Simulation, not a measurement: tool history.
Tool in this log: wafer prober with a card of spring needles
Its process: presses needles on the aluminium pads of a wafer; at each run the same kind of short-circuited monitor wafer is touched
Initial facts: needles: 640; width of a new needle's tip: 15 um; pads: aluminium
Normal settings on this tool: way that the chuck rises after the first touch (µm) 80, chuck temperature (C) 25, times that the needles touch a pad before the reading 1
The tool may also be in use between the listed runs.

run,day,way that the chuck rises after the first touch (µm),chuck temperature (C),times that the needles touch a pad before the reading,resistance of one needle with its contact and lead (mohm),way that a needle slides on the pad (µm)
1,0,80,25,1,259,17.88
# day 0.317: tips cleaned on abrasive film
# day 0.696: tips cleaned on abrasive film
# day 1.062: tips cleaned on abrasive film
2,1.062,80,25,1,241,17.67
# day 1.417: tips cleaned on abrasive film
3,1.725,80,25,1,308,17.63
# day 1.808: tips cleaned on abrasive film
# day 1.896: height of the first contact set anew
# day 2.138: tips cleaned on abrasive film
# day 2.454: tips cleaned on abrasive film
# day 2.775: tips cleaned on abrasive film
4,2.796,80,25,1,251,18.06
# day 3.162: tips cleaned on abrasive film
# day 3.55: tips cleaned on abrasive film
5,3.667,80,25,1,272,18.1
# day 3.896: tips cleaned on abrasive film
# day 4.275: tips cleaned on abrasive film
6,4.533,80,25,1,305,18.01
# day 4.612: tips cleaned on abrasive film
# day 4.933: tips cleaned on abrasive film
# day 5.308: tips cleaned on abrasive film
# day 5.392: tips cleaned on abrasive film, once more
# day 5.708: tips cleaned on abrasive film
7,5.95,80,25,1,300,17.92
# day 6.033: tips cleaned on abrasive film
# day 6.417: tips cleaned on abrasive film
# day 6.733: tips cleaned on abrasive film
# day 7.125: tips cleaned on abrasive film
8,7.138,80,25,1,245,17.82
# day 7.446: tips cleaned on abrasive film
# day 7.821: tips cleaned on abrasive film
# day 8.2: tips cleaned on abrasive film
# day 8.288: height of the first contact set anew
# day 8.596: tips cleaned on abrasive film
9,8.596,80,25,1,244,18.14
# day 8.962: tips cleaned on abrasive film
# day 9.342: tips cleaned on abrasive film
10,9.496,80,25,1,283,18.06
# day 9.725: tips cleaned on abrasive film
# day 10.042: tips cleaned on abrasive film
11,10.308,80,25,1,307,17.98
# day 10.383: tips cleaned on abrasive film
# day 10.775: tips cleaned on abrasive film
12,11.025,80,25,1,303,18.02
# day 11.108: tips cleaned on abrasive film
# day 11.425: tips cleaned on abrasive film
13,11.683,80,25,1,309,17.94
# day 11.767: tips cleaned on abrasive film
# day 12.142: tips cleaned on abrasive film
# day 12.521: tips cleaned on abrasive film
14,12.521,80,25,1,250,17.89
# day 12.9: tips cleaned on abrasive film
# day 13.217: tips cleaned on abrasive film
# day 13.604: tips cleaned on abrasive film
# day 13.946: tips cleaned on abrasive film
15,13.946,95,25,2,240,21.21
# day 14.325: tips cleaned on abrasive film
# day 14.638: height of the first contact set anew
# day 14.721: tips cleaned on abrasive film
16,15.008,95,25,2,266,21.49
# day 15.083: tips cleaned on abrasive film
# day 15.467: tips cleaned on abrasive film
# day 15.783: tips cleaned on abrasive film
# day 16.108: tips cleaned on abrasive film
17,16.108,72,25,1,240,16.2
# day 16.5: tips cleaned on abrasive film
# day 16.875: tips cleaned on abrasive film
18,16.912,93,25,2,250,20.93
# day 17.225: tips cleaned on abrasive film
# day 17.542: tips cleaned on abrasive film
# day 17.921: tips cleaned on abrasive film
19,18.208,93,25,2,275,20.85
# day 18.283: tips cleaned on abrasive film
# day 18.654: tips cleaned on abrasive film
# day 18.975: tips cleaned on abrasive film
20,19.204,80,90,1,321,17.85
# day 19.358: tips cleaned on abrasive film
# day 19.679: tips cleaned on abrasive film
# day 19.996: tips cleaned on abrasive film
21,19.996,91,124,2,260,20.3
# day 20.379: tips cleaned on abrasive film
# day 20.754: tips cleaned on abrasive film
# day 20.996: height of the first contact set anew
# day 21.158: tips cleaned on abrasive film
22,21.167,73,99,2,267,16.54
# day 21.538: tips cleaned on abrasive film
# day 21.921: tips cleaned on abrasive film
# day 22.317: tips cleaned on abrasive film
23,22.621,70,87,1,352,15.77
# day 22.7: tips cleaned on abrasive film
# day 23.067: tips cleaned on abrasive film
# day 23.383: tips cleaned on abrasive film
# day 23.771: tips cleaned on abrasive film
# day 24.142: tips cleaned on abrasive film
24,24.142,99,64,2,247,22.26
# day 24.538: tips cleaned on abrasive film
# day 24.908: tips cleaned on abrasive film
25,25.042,99,64,2,261,22.27
# day 25.279: tips cleaned on abrasive film
# day 25.658: tips cleaned on abrasive film
# day 26.05: tips cleaned on abrasive film
26,26.05,99,56,2,245,22.19
# day 26.371: tips cleaned on abrasive film
# day 26.758: tips cleaned on abrasive film
27,26.954,99,56,2,267,22.07
# day 27.112: tips cleaned on abrasive film
# day 27.362: height of the first contact set anew
# day 27.446: tips cleaned on abrasive film
# day 27.762: tips cleaned on abrasive film
28,27.833,79,33,2,258,17.88

Predict each of these 3 candidate next runs independently; none follows another, all start after run 28:
# day 28.133: tips cleaned on abrasive film
# day 28.517: tips cleaned on abrasive film
# day 28.908: tips cleaned on abrasive film
# day 29.25: tips cleaned on abrasive film
A,29.25,79,33,1,?,?
# day 28.133: tips cleaned on abrasive film
# day 28.517: tips cleaned on abrasive film
# day 28.908: tips cleaned on abrasive film
# day 29.25: tips cleaned on abrasive film
B,29.25,77,33,2,?,?
# day 28.133: tips cleaned on abrasive film
# day 28.517: tips cleaned on abrasive film
# day 28.908: tips cleaned on abrasive film
# day 29.25: tips cleaned on abrasive film
C,29.25,70,54,1,?,?

run,resistance of one needle with its contact and lead (mohm),way that a needle slides on the pad (µm)
A,248,17.78
B,242,17.32
C,254,15.74
Take away the tool's hidden state, keep each run's random variation, and the runs would have read:
run,resistance of one needle with its contact and lead (mohm),way that a needle slides on the pad (µm)
A,236,17.9
B,231,17.44
C,239,15.87

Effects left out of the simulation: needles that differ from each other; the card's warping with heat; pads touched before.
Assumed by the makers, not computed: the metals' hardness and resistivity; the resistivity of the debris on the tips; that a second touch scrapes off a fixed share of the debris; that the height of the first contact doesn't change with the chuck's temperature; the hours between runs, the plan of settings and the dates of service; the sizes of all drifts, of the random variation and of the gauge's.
